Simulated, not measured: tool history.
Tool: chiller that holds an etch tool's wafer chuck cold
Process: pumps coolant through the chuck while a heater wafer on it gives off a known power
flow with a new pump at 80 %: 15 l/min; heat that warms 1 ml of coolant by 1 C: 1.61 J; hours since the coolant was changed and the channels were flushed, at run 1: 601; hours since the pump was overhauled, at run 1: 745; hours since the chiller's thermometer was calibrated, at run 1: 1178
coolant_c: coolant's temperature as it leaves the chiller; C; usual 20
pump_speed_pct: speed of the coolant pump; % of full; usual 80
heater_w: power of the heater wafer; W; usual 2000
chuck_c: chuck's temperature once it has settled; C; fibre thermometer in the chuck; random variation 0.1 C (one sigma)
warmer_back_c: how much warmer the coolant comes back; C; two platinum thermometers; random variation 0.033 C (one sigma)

run,hour,coolant_c,pump_speed_pct,heater_w,hours since the coolant was changed and the channels were flushed,hours since the pump was overhauled,hours since the chiller's thermometer was calibrated,chuck_c,warmer_back_c
1,0,20,80,2000,601,745,1178,43.5,4.98
2,21.1,20,80,2000,622,766,1199,43.4,4.94
3,51.7,20,80,2000,653,796,1230,43.5,4.93
4,68.3,20,80,2000,669,813,1247,43.5,4.96
5,100.2,20,80,2000,701,845,1278,43.5,4.91
6,127.3,20,80,2000,728,872,1306,43.6,4.92
7,149,20,80,2000,750,894,1327,43.5,4.89
8,183.7,20,80,2000,785,928,1362,43.5,4.86
9,212.6,20,80,2000,813,957,1391,43.4,4.82
10,227.1,20,80,2000,828,972,1405,43.6,4.85
11,251.1,20,80,2000,852,996,1429,43.4,4.83
12,286,20,80,2000,887,1031,1464,43.6,4.86
13,310.8,20,80,2000,912,1055,1489,43.6,4.83
14,325.3,20,80,2000,926,1070,1504,43.4,4.83
15,349.1,20,80,2000,950,1094,1527,43.4,4.75
16,369.1,20,80,2000,970,1114,1547,43.6,4.77
# hour 383.3: gauge calibrated
17,402.7,13,80,2000,1004,1147,1581,36.5,5
18,433.2,17,69,2000,1034,1178,1611,42.8,5.85
19,468,24,65,1691,1069,1213,1646,46.4,5.18
20,489.6,11,80,2955,1090,1234,1668,45.8,7.23
21,517.4,11,80,1161,1118,1262,1696,24.7,2.77
22,538.6,11,80,1161,1139,1283,1717,24.5,2.82

The next listed run, before its measurement:
23,555.6,11,80,1161,1156,1300,1734,?,?

Run 23 gave chuck_c 24.6 C, warmer_back_c 2.8 C.
Without the tool's hidden state the same run would have given chuck_c 24.6 C, warmer_back_c 2.9 C.

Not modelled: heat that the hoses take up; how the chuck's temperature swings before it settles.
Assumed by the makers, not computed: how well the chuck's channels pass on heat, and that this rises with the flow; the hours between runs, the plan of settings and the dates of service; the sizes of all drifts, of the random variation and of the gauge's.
